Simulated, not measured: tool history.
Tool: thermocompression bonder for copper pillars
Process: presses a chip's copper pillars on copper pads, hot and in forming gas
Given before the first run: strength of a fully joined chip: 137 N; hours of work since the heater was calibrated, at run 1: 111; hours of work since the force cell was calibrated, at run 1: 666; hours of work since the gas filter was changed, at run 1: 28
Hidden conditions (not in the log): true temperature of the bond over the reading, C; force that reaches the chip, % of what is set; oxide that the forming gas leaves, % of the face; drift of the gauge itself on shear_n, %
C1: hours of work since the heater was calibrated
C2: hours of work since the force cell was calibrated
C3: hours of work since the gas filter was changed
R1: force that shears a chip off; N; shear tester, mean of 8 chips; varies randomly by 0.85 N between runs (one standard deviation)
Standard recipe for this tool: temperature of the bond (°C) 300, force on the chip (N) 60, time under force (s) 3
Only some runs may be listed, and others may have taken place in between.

run 1 hour=0.0 | temperature_of_the_bond_(°C)=300 force_on_the_chip_(N)=60 time_under_force_(s)=3 | C1=111 C2=666 C3=28 | R1=63.7
run 2 hour=8.2 | temperature_of_the_bond_(°C)=300 force_on_the_chip_(N)=60 time_under_force_(s)=4 | C1=115 C2=669 C3=31 | R1=71.6
run 3 hour=17.1 | temperature_of_the_bond_(°C)=300 force_on_the_chip_(N)=63 time_under_force_(s)=3 | C1=119 C2=673 C3=35 | R1=64.9
run 4 hour=23.4 | temperature_of_the_bond_(°C)=300 force_on_the_chip_(N)=60 time_under_force_(s)=3 | C1=122 C2=676 C3=38 | R1=62.6
run 5 hour=36.2 | temperature_of_the_bond_(°C)=300 force_on_the_chip_(N)=60 time_under_force_(s)=3 | C1=127 C2=682 C3=43 | R1=64.6
run 6 hour=45.5 | temperature_of_the_bond_(°C)=300 force_on_the_chip_(N)=60 time_under_force_(s)=3 | C1=131 C2=686 C3=48 | R1=63.3
run 7 hour=56.6 | temperature_of_the_bond_(°C)=300 force_on_the_chip_(N)=60 time_under_force_(s)=3 | C1=136 C2=691 C3=52 | R1=65.1
run 8 hour=66.3 | temperature_of_the_bond_(°C)=300 force_on_the_chip_(N)=60 time_under_force_(s)=3 | C1=140 C2=695 C3=57 | R1=65.2
run 9 hour=76.9 | temperature_of_the_bond_(°C)=300 force_on_the_chip_(N)=60 time_under_force_(s)=3 | C1=145 C2=700 C3=61 | R1=62.6
run 10 hour=84.9 | temperature_of_the_bond_(°C)=300 force_on_the_chip_(N)=60 time_under_force_(s)=3 | C1=149 C2=703 C3=65 | R1=63.8
run 11 hour=91.3 | temperature_of_the_bond_(°C)=300 force_on_the_chip_(N)=60 time_under_force_(s)=3 | C1=151 C2=706 C3=68 | R1=63.6
-- hour=94.0 heater calibrated with a thermocouple chip
run 12 hour=106.4 | temperature_of_the_bond_(°C)=294 force_on_the_chip_(N)=88 time_under_force_(s)=3 | C1=5 C2=712 C3=73 | R1=72.8
run 13 hour=113.4 | temperature_of_the_bond_(°C)=291 force_on_the_chip_(N)=60 time_under_force_(s)=3 | C1=9 C2=715 C3=77 | R1=55.1
run 14 hour=123.2 | temperature_of_the_bond_(°C)=284 force_on_the_chip_(N)=60 time_under_force_(s)=3 | C1=13 C2=719 C3=81 | R1=49.4
-- hour=130.7 heater calibrated with a thermocouple chip, once more
run 15 hour=132.9 | temperature_of_the_bond_(°C)=329 force_on_the_chip_(N)=60 time_under_force_(s)=4 | C1=1 C2=723 C3=84 | R1=94.4
run 16 hour=146.1 | temperature_of_the_bond_(°C)=329 force_on_the_chip_(N)=60 time_under_force_(s)=4 | C1=7 C2=728 C3=90 | R1=95.1
run 17 hour=156.0 | temperature_of_the_bond_(°C)=329 force_on_the_chip_(N)=60 time_under_force_(s)=4 | C1=11 C2=733 C3=94 | R1=93.6
run 18 hour=168.2 | temperature_of_the_bond_(°C)=308 force_on_the_chip_(N)=65 time_under_force_(s)=4 | C1=17 C2=738 C3=100 | R1=79.0
run 19 hour=177.0 | temperature_of_the_bond_(°C)=308 force_on_the_chip_(N)=55 time_under_force_(s)=4 | C1=20 C2=742 C3=104 | R1=70.8
run 20 hour=182.6 | temperature_of_the_bond_(°C)=300 force_on_the_chip_(N)=84 time_under_force_(s)=3 | C1=23 C2=744 C3=106 | R1=75.8
run 21 hour=193.0 | temperature_of_the_bond_(°C)=328 force_on_the_chip_(N)=84 time_under_force_(s)=3 | C1=27 C2=749 C3=111 | R1=98.5
run 22 hour=201.1 | temperature_of_the_bond_(°C)=328 force_on_the_chip_(N)=84 time_under_force_(s)=3 | C1=31 C2=753 C3=114 | R1=95.9

Some steps in R1, run to run, broken into two amounts with sign: the step expected even without the hidden condition (settings, incoming material, random variation), and the rest, left for the hidden condition together with whatever gauge scatter is not in both the measured and the hidden-condition-free result:
Run 14 -> 15: temperature of the bond (°C) 284 -> 329, time under force (s) 3 -> 4, heater calibrated with a thermocouple chip, once more. R1 +45.0 N: hidden state -2.3, all else +47.3.
Run 20 -> 21: temperature of the bond (°C) 300 -> 328. R1 +22.7 N: hidden state -1.5, all else +24.2.

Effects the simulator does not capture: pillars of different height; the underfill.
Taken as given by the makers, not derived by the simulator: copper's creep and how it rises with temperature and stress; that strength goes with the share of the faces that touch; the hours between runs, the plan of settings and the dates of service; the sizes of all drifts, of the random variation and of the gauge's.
